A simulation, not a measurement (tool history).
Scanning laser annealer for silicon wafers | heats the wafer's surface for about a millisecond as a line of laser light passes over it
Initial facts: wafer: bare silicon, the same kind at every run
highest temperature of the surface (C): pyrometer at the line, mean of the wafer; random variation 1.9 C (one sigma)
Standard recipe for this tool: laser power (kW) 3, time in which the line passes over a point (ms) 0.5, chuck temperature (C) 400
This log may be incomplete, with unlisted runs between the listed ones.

run    day  laser power (kW)  time in which the line passes over a point (ms)  chuck temperature (C)  highest temperature of the surface (C)
  1      0                 3                                              0.5                    400                                    1154
  2  0.371                 3                                              0.5                    400                                    1152
  3  0.658                 3                                              0.5                    400                                    1155
  4  0.867                 3                                              0.5                    372                                    1124
  5  1.138                 3                                              0.5                    372                                    1123
  6  1.479                 3                                             0.62                    400                                    1253
  7    1.7                 3                                              0.5                    387                                    1138
  8  1.967                 3                                              0.5                    387                                    1141
  9  2.321                 3                                              0.5                    373                                    1125
 10  2.583                 3                                              0.5                    373                                    1125
 11  2.896                 3                                              0.5                    373                                    1126
 12  3.183                 3                                              0.5                    389                                    1141
 13  3.446                 3                                            0.353                    406                                    1021
 14   3.65                 3                                            0.353                    406                                    1017
 15  3.992                 3                                            0.353                    406                                    1017
 16  4.271                 3                                             0.38                    400                                    1040
 17  4.667             2.703                                            0.364                    400                                     965
 18  4.958             2.703                                            0.364                    400                                     965
 19  5.192             3.079                                              0.4                    399                                    1073
 20  5.458             2.895                                              0.4                    436                                    1072
 21  5.721             2.919                                            0.504                    366                                    1101
 22  5.946             3.079                                             0.57                    437                                    1268

Consider 3 possible next runs. They are alternatives, not a sequence: every one starts from the tool as it was left by run 22. What does each give?
  A  6.246                 3                                              0.5                    396                                       ?
  B  6.246             3.079                                             0.57                    397                                       ?
  C  6.246             2.738                                            0.493                    400                                       ?

run  highest temperature of the surface (C)
  A                                    1148
  B                                    1227
  C                                    1087
Take away the tool's hidden state, keep each run's random variation, and the runs would have read:
run  highest temperature of the surface (C)
  A                                    1149
  B                                    1229
  C                                    1088
